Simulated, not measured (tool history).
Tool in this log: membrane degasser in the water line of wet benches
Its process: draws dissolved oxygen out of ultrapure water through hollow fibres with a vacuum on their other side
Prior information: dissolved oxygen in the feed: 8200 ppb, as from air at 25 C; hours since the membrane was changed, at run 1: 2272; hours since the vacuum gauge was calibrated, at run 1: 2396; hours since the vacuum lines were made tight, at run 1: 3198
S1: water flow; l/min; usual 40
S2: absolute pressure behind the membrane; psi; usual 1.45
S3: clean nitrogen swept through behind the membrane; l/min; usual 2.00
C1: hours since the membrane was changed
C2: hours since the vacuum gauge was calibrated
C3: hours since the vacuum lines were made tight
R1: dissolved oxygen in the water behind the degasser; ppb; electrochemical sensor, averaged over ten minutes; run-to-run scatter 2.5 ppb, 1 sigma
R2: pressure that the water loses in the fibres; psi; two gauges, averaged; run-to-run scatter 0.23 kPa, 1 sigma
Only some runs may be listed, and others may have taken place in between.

{"run": 1, "hour": 0.0, "S1": 40, "S2": 1.45, "S3": 2.0, "C1": 2272, "C2": 2396, "C3": 3198, "R1": 369.5, "R2": 8.502}
{"run": 2, "hour": 215.7, "S1": 40, "S2": 1.45, "S3": 2.0, "C1": 2488, "C2": 2611, "C3": 3414, "R1": 372.3, "R2": 8.496}
{"run": 3, "hour": 518.0, "S1": 40, "S2": 1.45, "S3": 2.0, "C1": 2790, "C2": 2914, "C3": 3716, "R1": 369.8, "R2": 8.508}
{"hour": 673.4, "done": "vacuum gauge calibrated"}
{"run": 4, "hour": 678.8, "S1": 47, "S2": 1.45, "S3": 2.0, "C1": 2950, "C2": 5, "C3": 3877, "R1": 440.4, "R2": 9.932}
{"run": 5, "hour": 987.2, "S1": 47, "S2": 1.45, "S3": 2.0, "C1": 3259, "C2": 314, "C3": 4185, "R1": 438.7, "R2": 9.973}
{"run": 6, "hour": 1210.4, "S1": 40, "S2": 1.45, "S3": 2.0, "C1": 3482, "C2": 537, "C3": 4408, "R1": 372.1, "R2": 8.598}
{"run": 7, "hour": 1539.1, "S1": 40, "S2": 1.45, "S3": 2.0, "C1": 3811, "C2": 866, "C3": 4737, "R1": 369.2, "R2": 8.524}
{"run": 8, "hour": 1769.4, "S1": 40, "S2": 1.45, "S3": 2.92, "C1": 4041, "C2": 1096, "C3": 4967, "R1": 289.9, "R2": 8.57}
{"run": 9, "hour": 2019.8, "S1": 40, "S2": 1.45, "S3": 3.95, "C1": 4292, "C2": 1346, "C3": 5218, "R1": 241.2, "R2": 8.593}
{"run": 10, "hour": 2163.1, "S1": 40, "S2": 1.45, "S3": 1.54, "C1": 4435, "C2": 1490, "C3": 5361, "R1": 446.8, "R2": 8.607}
{"run": 11, "hour": 2308.2, "S1": 40, "S2": 1.45, "S3": 1.54, "C1": 4580, "C2": 1635, "C3": 5506, "R1": 449.7, "R2": 8.638}
{"run": 12, "hour": 2455.7, "S1": 40, "S2": 1.45, "S3": 1.54, "C1": 4727, "C2": 1782, "C3": 5654, "R1": 451.2, "R2": 8.57}
{"run": 13, "hour": 2643.3, "S1": 40, "S2": 1.45, "S3": 1.54, "C1": 4915, "C2": 1970, "C3": 5841, "R1": 443.4, "R2": 8.643}
{"hour": 2775.0, "done": "seals of the vacuum lines changed"}
{"run": 14, "hour": 2893.0, "S1": 40, "S2": 1.45, "S3": 1.02, "C1": 5163, "C2": 2218, "C3": 118, "R1": 586.7, "R2": 8.583}
{"run": 15, "hour": 3033.2, "S1": 40, "S2": 1.45, "S3": 2.17, "C1": 5303, "C2": 2358, "C3": 258, "R1": 355.0, "R2": 8.63}
{"run": 16, "hour": 3349.7, "S1": 40, "S2": 1.45, "S3": 2.17, "C1": 5619, "C2": 2674, "C3": 575, "R1": 356.0, "R2": 8.649}
{"run": 17, "hour": 3674.7, "S1": 40, "S2": 1.45, "S3": 2.17, "C1": 5944, "C2": 2999, "C3": 900, "R1": 361.4, "R2": 8.618}
{"hour": 3730.8, "done": "vacuum gauge calibrated"}
{"run": 18, "hour": 3818.3, "S1": 40, "S2": 0.88, "S3": 2.0, "C1": 6088, "C2": 87, "C3": 1043, "R1": 210.8, "R2": 8.633}
{"run": 19, "hour": 4062.2, "S1": 55, "S2": 1.19, "S3": 2.16, "C1": 6331, "C2": 331, "C3": 1287, "R1": 424.4, "R2": 11.945}
{"run": 20, "hour": 4387.0, "S1": 55, "S2": 1.19, "S3": 2.16, "C1": 6656, "C2": 656, "C3": 1612, "R1": 428.1, "R2": 12.011}
{"run": 21, "hour": 4711.3, "S1": 46, "S2": 1.45, "S3": 2.0, "C1": 6981, "C2": 980, "C3": 1936, "R1": 438.6, "R2": 10.021}
{"run": 22, "hour": 4876.7, "S1": 28, "S2": 2.78, "S3": 2.0, "C1": 7146, "C2": 1146, "C3": 2101, "R1": 528.7, "R2": 6.128}
{"run": 23, "hour": 5064.0, "S1": 28, "S2": 2.78, "S3": 2.0, "C1": 7333, "C2": 1333, "C3": 2288, "R1": 522.2, "R2": 6.115}
{"run": 24, "hour": 5237.2, "S1": 28, "S2": 2.78, "S3": 2.0, "C1": 7506, "C2": 1506, "C3": 2462, "R1": 528.3, "R2": 6.112}
{"run": 25, "hour": 5423.6, "S1": 62, "S2": 1.45, "S3": 2.0, "C1": 7693, "C2": 1693, "C3": 2648, "R1": 619.1, "R2": 13.639}
{"run": 26, "hour": 5579.6, "S1": 38, "S2": 3.55, "S3": 2.0, "C1": 7849, "C2": 1849, "C3": 2804, "R1": 896.5, "R2": 8.299}
{"run": 27, "hour": 5747.8, "S1": 38, "S2": 3.55, "S3": 2.0, "C1": 8017, "C2": 2017, "C3": 2972, "R1": 907.9, "R2": 8.337}
{"run": 28, "hour": 6021.2, "S1": 34, "S2": 2.9, "S3": 1.5, "C1": 8290, "C2": 2290, "C3": 3246, "R1": 829.5, "R2": 7.414}
{"run": 29, "hour": 6188.4, "S1": 34, "S2": 2.9, "S3": 1.5, "C1": 8458, "C2": 2458, "C3": 3413, "R1": 828.7, "R2": 7.465}
{"run": 30, "hour": 6409.5, "S1": 34, "S2": 2.9, "S3": 1.5, "C1": 8679, "C2": 2679, "C3": 3634, "R1": 834.1, "R2": 7.484}
{"run": 31, "hour": 6549.0, "S1": 45, "S2": 0.99, "S3": 1.57, "C1": 8818, "C2": 2818, "C3": 3774, "R1": 334.0, "R2": 9.931}
{"run": 32, "hour": 6774.5, "S1": 33, "S2": 3.12, "S3": 1.85, "C1": 9044, "C2": 3044, "C3": 3999, "R1": 744.8, "R2": 7.313}
{"hour": 6805.6, "done": "vacuum gauge calibrated"}
{"run": 33, "hour": 6941.9, "S1": 33, "S2": 3.12, "S3": 1.85, "C1": 9211, "C2": 136, "C3": 4166, "R1": 735.7, "R2": 7.329}

Each run again, without the hidden state but with its own random variation kept:
Hidden state present: membrane still open, %; true pressure behind the membrane over the reading, kPa; air that leaks in behind the membrane, l/min; drift of the gauge itself on oxygen_ppb, %; drift of the gauge itself on loss_of_pressure_kpa, %.
run=1 R1=360.9 R2=8.385
run=2 R1=362.8 R2=8.369
run=3 R1=359.1 R2=8.363
run=4 R1=430.2 R2=9.754
run=5 R1=427.1 R2=9.773
run=6 R1=361.3 R2=8.414
run=7 R1=357.1 R2=8.321
run=8 R1=277.5 R2=8.356
run=9 R1=228.4 R2=8.366
run=10 R1=431.8 R2=8.369
run=11 R1=434.0 R2=8.393
run=12 R1=434.8 R2=8.318
run=13 R1=426.5 R2=8.380
run=14 R1=570.0 R2=8.308
run=15 R1=340.0 R2=8.345
run=16 R1=339.6 R2=8.345
run=17 R1=343.6 R2=8.298
run=18 R1=196.4 R2=8.303
run=19 R1=399.8 R2=11.471
run=20 R1=401.5 R2=11.510
run=21 R1=416.9 R2=9.584
run=22 R1=516.9 R2=5.854
run=23 R1=509.9 R2=5.835
run=24 R1=515.2 R2=5.825
run=25 R1=582.1 R2=12.985
run=26 R1=875.9 R2=7.892
run=27 R1=886.2 R2=7.919
run=28 R1=809.3 R2=7.027
run=29 R1=807.8 R2=7.071
run=30 R1=812.1 R2=7.076
run=31 R1=302.7 R2=9.384
run=32 R1=721.9 R2=6.901
run=33 R1=715.0 R2=6.908
